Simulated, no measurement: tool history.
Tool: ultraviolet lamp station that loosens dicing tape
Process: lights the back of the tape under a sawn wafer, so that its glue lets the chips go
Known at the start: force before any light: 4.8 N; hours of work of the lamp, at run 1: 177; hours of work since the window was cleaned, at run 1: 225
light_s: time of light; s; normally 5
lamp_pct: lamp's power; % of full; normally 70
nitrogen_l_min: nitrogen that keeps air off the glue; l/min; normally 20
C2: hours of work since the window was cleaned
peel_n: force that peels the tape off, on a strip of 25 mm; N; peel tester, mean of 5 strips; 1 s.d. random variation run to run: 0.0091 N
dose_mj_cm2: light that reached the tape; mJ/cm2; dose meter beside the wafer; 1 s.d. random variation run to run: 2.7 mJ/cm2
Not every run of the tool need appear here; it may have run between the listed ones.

Run 1, hour 0: usual settings; hours of work of the lamp 177; C2 225. Result: peel_n 0.461 N, dose_mj_cm2 332 mJ/cm2.
Run 2, hour 16.3: usual settings; hours of work of the lamp 188; C2 237. Result: peel_n 0.472 N, dose_mj_cm2 333 mJ/cm2.
Run 3, hour 27.3: usual settings but nitrogen_l_min 7 l/min; hours of work of the lamp 196; C2 245. Result: peel_n 0.831 N, dose_mj_cm2 332 mJ/cm2.
Run 4, hour 41.4: usual settings but nitrogen_l_min 8 l/min; hours of work of the lamp 206; C2 255. Result: peel_n 0.777 N, dose_mj_cm2 331 mJ/cm2.
Run 5, hour 50.3: usual settings but nitrogen_l_min 8 l/min; hours of work of the lamp 213; C2 261. Result: peel_n 0.76 N, dose_mj_cm2 333 mJ/cm2.
Run 6, hour 58.6: usual settings but nitrogen_l_min 8 l/min; hours of work of the lamp 219; C2 267. Result: peel_n 0.767 N, dose_mj_cm2 329 mJ/cm2.
Run 7, hour 72: usual settings; hours of work of the lamp 228; C2 277. Result: peel_n 0.519 N, dose_mj_cm2 330 mJ/cm2.
Run 8, hour 85.8: usual settings but nitrogen_l_min 22 l/min; hours of work of the lamp 238; C2 287. Result: peel_n 0.49 N, dose_mj_cm2 327 mJ/cm2.
Run 9, hour 100.1: usual settings but nitrogen_l_min 22 l/min; hours of work of the lamp 248; C2 297. Result: peel_n 0.5 N, dose_mj_cm2 328 mJ/cm2.
Run 10, hour 113: usual settings but nitrogen_l_min 22 l/min; hours of work of the lamp 258; C2 306. Result: peel_n 0.485 N, dose_mj_cm2 326 mJ/cm2.
Run 11, hour 126.7: usual settings but nitrogen_l_min 22 l/min; hours of work of the lamp 268; C2 316. Result: peel_n 0.474 N, dose_mj_cm2 327 mJ/cm2.
Run 12, hour 137.1: usual settings but nitrogen_l_min 22 l/min; hours of work of the lamp 275; C2 323. Result: peel_n 0.489 N, dose_mj_cm2 320 mJ/cm2.
Run 13, hour 150.2: usual settings but nitrogen_l_min 22 l/min; hours of work of the lamp 284; C2 333. Result: peel_n 0.497 N, dose_mj_cm2 323 mJ/cm2.
Run 14, hour 158.6: usual settings; hours of work of the lamp 291; C2 339. Result: peel_n 0.538 N, dose_mj_cm2 314 mJ/cm2.
Run 15, hour 165.8: usual settings; hours of work of the lamp 296; C2 344. Result: peel_n 0.52 N, dose_mj_cm2 318 mJ/cm2.
Run 16, hour 182.1: usual settings; hours of work of the lamp 307; C2 356. Result: peel_n 0.548 N, dose_mj_cm2 317 mJ/cm2.
Run 17, hour 190.8: usual settings but light_s 8 s; hours of work of the lamp 314; C2 362. Result: peel_n 0.193 N, dose_mj_cm2 506 mJ/cm2.
Run 18, hour 204.4: usual settings but light_s 8 s; hours of work of the lamp 323; C2 372. Result: peel_n 0.189 N, dose_mj_cm2 502 mJ/cm2.
Run 19, hour 217.5: usual settings but light_s 8 s; hours of work of the lamp 333; C2 381. Result: peel_n 0.185 N, dose_mj_cm2 504 mJ/cm2.
Run 20, hour 227.1: usual settings; hours of work of the lamp 340; C2 388. Result: peel_n 0.553 N, dose_mj_cm2 318 mJ/cm2.
Run 21, hour 243.2: usual settings; hours of work of the lamp 351; C2 400. Result: peel_n 0.555 N, dose_mj_cm2 313 mJ/cm2.
Run 22, hour 251.3: usual settings; hours of work of the lamp 357; C2 406. Result: peel_n 0.544 N, dose_mj_cm2 307 mJ/cm2.
Run 23, hour 263.2: usual settings but light_s 7 s, lamp_pct 81 % of full, nitrogen_l_min 23 l/min; hours of work of the lamp 366; C2 414. Result: peel_n 0.179 N, dose_mj_cm2 502 mJ/cm2.
Run 24, hour 277.7: usual settings but lamp_pct 99 % of full; hours of work of the lamp 376; C2 424. Result: peel_n 0.27 N, dose_mj_cm2 431 mJ/cm2.
Run 25, hour 285.8: usual settings but nitrogen_l_min 12 l/min; hours of work of the lamp 382; C2 430. Result: peel_n 0.701 N, dose_mj_cm2 311 mJ/cm2.
Run 26, hour 300.1: usual settings but light_s 4 s, lamp_pct 62 % of full, nitrogen_l_min 12 l/min; hours of work of the lamp 392; C2 441. Result: peel_n 1.25 N, dose_mj_cm2 211 mJ/cm2.
Run 27, hour 316.5: usual settings but light_s 4 s, lamp_pct 62 % of full, nitrogen_l_min 12 l/min; hours of work of the lamp 404; C2 452. Result: peel_n 1.291 N, dose_mj_cm2 217 mJ/cm2.
Run 28, hour 329.3: usual settings but light_s 7 s, lamp_pct 93 % of full, nitrogen_l_min 12 l/min; hours of work of the lamp 413; C2 462. Result: peel_n 0.201 N, dose_mj_cm2 564 mJ/cm2.
Run 29, hour 338.6: usual settings but light_s 7 s, lamp_pct 93 % of full, nitrogen_l_min 12 l/min; hours of work of the lamp 420; C2 468. Result: peel_n 0.203 N, dose_mj_cm2 563 mJ/cm2.
Run 30, hour 347.2: usual settings but light_s 7 s, lamp_pct 93 % of full, nitrogen_l_min 12 l/min; hours of work of the lamp 426; C2 474. Result: peel_n 0.202 N, dose_mj_cm2 566 mJ/cm2.
Run 31, hour 362.6: usual settings but lamp_pct 88 % of full; hours of work of the lamp 437; C2 485. Result: peel_n 0.371 N, dose_mj_cm2 376 mJ/cm2.
At hour 367.9: window cleaned of glue's vapour.
Run 32, hour 373.9: usual settings but lamp_pct 80 % of full, nitrogen_l_min 8 l/min; hours of work of the lamp 445; C2 4. Result: peel_n 0.62 N, dose_mj_cm2 379 mJ/cm2.
Run 33, hour 383.8: usual settings but lamp_pct 80 % of full, nitrogen_l_min 8 l/min; hours of work of the lamp 452; C2 11. Result: peel_n 0.624 N, dose_mj_cm2 373 mJ/cm2.
Run 34, hour 392.9: usual settings but lamp_pct 91 % of full, nitrogen_l_min 18 l/min; hours of work of the lamp 458; C2 18. Result: peel_n 0.299 N, dose_mj_cm2 425 mJ/cm2.
Run 35, hour 401.4: usual settings but light_s 9 s, lamp_pct 85 % of full, nitrogen_l_min 18 l/min; hours of work of the lamp 465; C2 24. Result: peel_n 0.09 N, dose_mj_cm2 712 mJ/cm2.
Run 36, hour 411.9: usual settings but lamp_pct 63 % of full, nitrogen_l_min 7 l/min; hours of work of the lamp 472; C2 32. Result: peel_n 0.994 N, dose_mj_cm2 293 mJ/cm2.
Run 37, hour 423.3: usual settings but lamp_pct 63 % of full, nitrogen_l_min 7 l/min; hours of work of the lamp 480; C2 40. Result: peel_n 1.006 N, dose_mj_cm2 292 mJ/cm2.
Run 38, hour 436.4: usual settings but light_s 2 s, lamp_pct 64 % of full; hours of work of the lamp 490; C2 49. Result: peel_n 2.037 N, dose_mj_cm2 117 mJ/cm2.
Run 39, hour 447.2: usual settings but light_s 6 s, lamp_pct 76 % of full, nitrogen_l_min 14 l/min; hours of work of the lamp 497; C2 57. Result: peel_n 0.357 N, dose_mj_cm2 422 mJ/cm2.
Run 40, hour 462.4: usual settings but light_s 8 s, lamp_pct 64 % of full, nitrogen_l_min 7 l/min; hours of work of the lamp 508; C2 68. Result: peel_n 0.403 N, dose_mj_cm2 475 mJ/cm2.
Run 41, hour 477.5: usual settings but light_s 3 s, lamp_pct 79 % of full, nitrogen_l_min 10 l/min; hours of work of the lamp 519; C2 79. Result: peel_n 1.331 N, dose_mj_cm2 217 mJ/cm2.
Run 42, hour 484.4: usual settings but light_s 3 s, lamp_pct 79 % of full, nitrogen_l_min 10 l/min; hours of work of the lamp 524; C2 84. Result: peel_n 1.322 N, dose_mj_cm2 217 mJ/cm2.
Run 43, hour 491.6: usual settings but light_s 3 s, lamp_pct 79 % of full, nitrogen_l_min 10 l/min; hours of work of the lamp 529; C2 89. Result: peel_n 1.329 N, dose_mj_cm2 208 mJ/cm2.

Selected run-to-run steps in peel_n, each split into two signed amounts: the part the tool would show with no hidden state at all (from settings, incoming material and random variation), and the remainder, which goes to the hidden state together with any gauge scatter not common to the measured and the hidden-state-free results:
What the log doesn't record here: lamp's light, % of a new lamp's; light that the window lets through, % of a clean one's; drift of the gauge itself on peel_n, %; drift of the gauge itself on dose_mj_cm2, %.
Run 27 -> 28: light_s 4 -> 7, lamp_pct 62 -> 93. peel_n -1.09 N: hidden state -0.255, all else -0.835.
Run 35 -> 36: light_s 9 -> 5, lamp_pct 85 -> 63, nitrogen_l_min 18 -> 7. peel_n +0.904 N: hidden state +0.181, all else +0.723.
Run 37 -> 38: light_s 5 -> 2, lamp_pct 63 -> 64, nitrogen_l_min 7 -> 20. peel_n +1.031 N: hidden state +0.043, all else +0.988.
Run 38 -> 39: light_s 2 -> 6, lamp_pct 64 -> 76, nitrogen_l_min 20 -> 14. peel_n -1.68 N: hidden state -0.144, all else -1.536.
